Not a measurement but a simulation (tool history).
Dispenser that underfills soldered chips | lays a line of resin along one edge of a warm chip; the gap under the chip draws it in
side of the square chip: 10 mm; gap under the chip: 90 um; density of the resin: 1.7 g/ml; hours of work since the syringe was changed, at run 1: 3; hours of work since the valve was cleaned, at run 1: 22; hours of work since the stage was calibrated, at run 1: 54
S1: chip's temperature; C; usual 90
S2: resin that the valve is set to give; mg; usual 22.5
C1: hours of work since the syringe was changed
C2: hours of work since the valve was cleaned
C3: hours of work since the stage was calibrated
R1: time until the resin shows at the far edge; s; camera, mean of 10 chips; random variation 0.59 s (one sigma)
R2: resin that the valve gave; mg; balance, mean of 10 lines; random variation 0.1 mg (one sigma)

Run 1, hour 0.0: usual settings; C1 3; C2 22; C3 54. Result: R1 64.0 s, R2 21.97 mg.
Run 2, hour 7.4: usual settings; C1 8; C2 27; C3 59. Result: R1 90.2 s, R2 22.09 mg.
At hour 9.6: new syringe of resin.
Run 3, hour 13.8: usual settings; C1 3; C2 31; C3 63. Result: R1 61.4 s, R2 21.85 mg.
Run 4, hour 22.1: usual settings; C1 9; C2 37; C3 69. Result: R1 93.7 s, R2 21.88 mg.
At hour 23.1: new syringe of resin.
Run 5, hour 30.4: usual settings; C1 5; C2 43; C3 75. Result: R1 72.2 s, R2 21.62 mg.
At hour 36.6: new syringe of resin.
Run 6, hour 37.4: usual settings but S1 104 C; C1 1; C2 47; C3 80. Result: R1 29.9 s, R2 21.64 mg.
Run 7, hour 44.3: usual settings but S1 104 C, S2 21.6 mg; C1 5; C2 52; C3 84. Result: R1 42.6 s, R2 20.53 mg.
At hour 50.8: new syringe of resin.
Run 8, hour 52.2: usual settings but S1 104 C, S2 21.6 mg; C1 1; C2 58; C3 90. Result: R1 30.8 s, R2 20.43 mg.
Run 9, hour 57.3: usual settings but S1 97 C, S2 26.2 mg; C1 5; C2 61; C3 93. Result: R1 50.8 s, R2 24.52 mg.
At hour 64.7: new syringe of resin.
Run 10, hour 65.4: usual settings but S1 75 C, S2 28.6 mg; C1 0; C2 67; C3 99. Result: R1 95.0 s, R2 26.83 mg.
Run 11, hour 75.1: usual settings but S1 75 C, S2 28.6 mg; C1 7; C2 73; C3 106. Result: R1 153.8 s, R2 26.71 mg.

Forecast each of these 3 alternatives for the next run:
At hour 78.7: new syringe of resin.
Run A, hour 81.3: usual settings but S1 95 C, S2 28.6 mg; C1 2; C2 78; C3 110. Result: R1 ?, R2 ?.
At hour 78.7: new syringe of resin.
Run B, hour 81.3: usual settings but S1 100 C, S2 27.7 mg; C1 2; C2 78; C3 110. Result: R1 ?, R2 ?.
At hour 78.7: new syringe of resin.
Run C, hour 81.3: usual settings but S1 75 C, S2 19.1 mg; C1 2; C2 78; C3 110. Result: R1 ?, R2 ?.

run     R1     R2
  A   44.8  26.56
  B   36.6  25.81
  C  118.9  17.65
Without the tool's hidden state the same runs would have given:
run     R1     R2
  A   39.8  28.70
  B   32.4  27.89
  C  103.2  19.08

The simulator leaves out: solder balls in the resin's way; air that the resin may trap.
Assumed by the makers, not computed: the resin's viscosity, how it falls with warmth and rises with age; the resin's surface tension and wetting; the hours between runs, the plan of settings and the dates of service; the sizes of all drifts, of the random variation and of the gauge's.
